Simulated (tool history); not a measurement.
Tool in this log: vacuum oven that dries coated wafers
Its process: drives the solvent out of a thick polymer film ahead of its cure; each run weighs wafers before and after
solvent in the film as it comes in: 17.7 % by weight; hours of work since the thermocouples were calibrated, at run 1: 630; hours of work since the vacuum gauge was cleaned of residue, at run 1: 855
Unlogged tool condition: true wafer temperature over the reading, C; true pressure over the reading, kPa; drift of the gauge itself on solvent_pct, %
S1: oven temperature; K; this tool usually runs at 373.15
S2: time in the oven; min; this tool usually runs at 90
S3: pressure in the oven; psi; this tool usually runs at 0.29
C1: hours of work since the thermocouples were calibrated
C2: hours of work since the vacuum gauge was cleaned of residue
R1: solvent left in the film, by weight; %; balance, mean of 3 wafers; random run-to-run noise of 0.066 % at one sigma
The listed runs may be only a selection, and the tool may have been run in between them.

| run | day | S1 | S2 | S3 | C1 | C2 | R1 |
|---|---|---|---|---|---|---|---|
| 1 | 0 | 373.15 | 90 | 0.29 | 630 | 855 | 4.83 |
| 2 | 0.883 | 373.15 | 90 | 0.29 | 645 | 869 | 4.83 |
| 3 | 1.612 | 373.15 | 90 | 0.29 | 657 | 881 | 4.88 |
| 4 | 2.646 | 373.15 | 90 | 0.29 | 674 | 898 | 4.88 |
| 5 | 3.512 | 373.15 | 90 | 0.29 | 688 | 913 | 4.88 |
| 6 | 4.067 | 373.15 | 90 | 0.189 | 698 | 922 | 4.65 |
| 7 | 5.375 | 373.15 | 90 | 0.29 | 719 | 943 | 5 |
| 8 | 6.388 | 373.15 | 90 | 0.29 | 736 | 960 | 4.85 |
| 9 | 7.596 | 373.15 | 90 | 0.29 | 756 | 980 | 4.97 |
| 10 | 8.712 | 373.15 | 89 | 0.29 | 774 | 999 | 4.94 |
| 11 | 9.612 | 373.15 | 89 | 0.29 | 789 | 1014 | 5.01 |
| 12 | 10.275 | 373.15 | 89 | 0.29 | 800 | 1024 | 4.9 |
| 13 | 11.25 | 373.15 | 90 | 0.252 | 816 | 1041 | 4.96 |
| 14 | 11.983 | 373.15 | 90 | 0.252 | 828 | 1053 | 4.9 |
| 15 | 13.238 | 379.15 | 134 | 0.175 | 849 | 1073 | 1.64 |
| 16 | 13.996 | 382.15 | 45 | 0.531 | 862 | 1086 | 6.55 |
| 17 | 15.096 | 364.15 | 90 | 0.29 | 880 | 1104 | 7.33 |
| 18 | 15.996 | 364.15 | 90 | 0.29 | 895 | 1119 | 7.7 |
| 19 | 17.117 | 373.15 | 57 | 1.075 | 913 | 1137 | 9.04 |
|  | 17.283 | vacuum gauge cleaned of residue and calibrated |
|  | 17.829 | oven's thermocouples calibrated |
| 20 | 18.454 | 382.15 | 89 | 0.424 | 10 | 18 | 2.79 |
| 21 | 19.508 | 366.15 | 52 | 0.278 | 28 | 35 | 9 |
|  | 20.217 | vacuum gauge cleaned of residue and calibrated, once more |
| 22 | 20.862 | 366.15 | 122 | 0.676 | 49 | 11 | 6.14 |
| 23 | 22.175 | 368.15 | 72 | 0.257 | 71 | 32 | 6.64 |
| 24 | 23.142 | 382.15 | 85 | 0.4 | 87 | 48 | 2.85 |
| 25 | 24.279 | 382.15 | 85 | 0.4 | 106 | 67 | 2.89 |
| 26 | 25.208 | 373.15 | 59 | 0.953 | 121 | 82 | 8.09 |
| 27 | 25.821 | 373.15 | 68 | 0.92 | 131 | 93 | 7.24 |

Below are 4 alternative next runs, each starting from the tool's condition after run 27. Predict each:
| A | 26.992 | 384.15 | 123 | 0.209 | 150 | 112 | ? |
| B | 26.992 | 360.15 | 90 | 0.193 | 150 | 112 | ? |
| C | 26.992 | 379.15 | 105 | 0.244 | 150 | 112 | ? |
| D | 26.992 | 373.15 | 66 | 0.197 | 150 | 112 | ? |

| run | R1 |
|---|---|
| A | 1.23 |
| B | 7.67 |
| C | 2.39 |
| D | 5.91 |
The same runs, with their run-to-run variation unchanged, on a tool lacking any hidden condition would have given:
| run | R1 |
|---|---|
| A | 1.18 |
| B | 7.54 |
| C | 2.3 |
| D | 5.78 |

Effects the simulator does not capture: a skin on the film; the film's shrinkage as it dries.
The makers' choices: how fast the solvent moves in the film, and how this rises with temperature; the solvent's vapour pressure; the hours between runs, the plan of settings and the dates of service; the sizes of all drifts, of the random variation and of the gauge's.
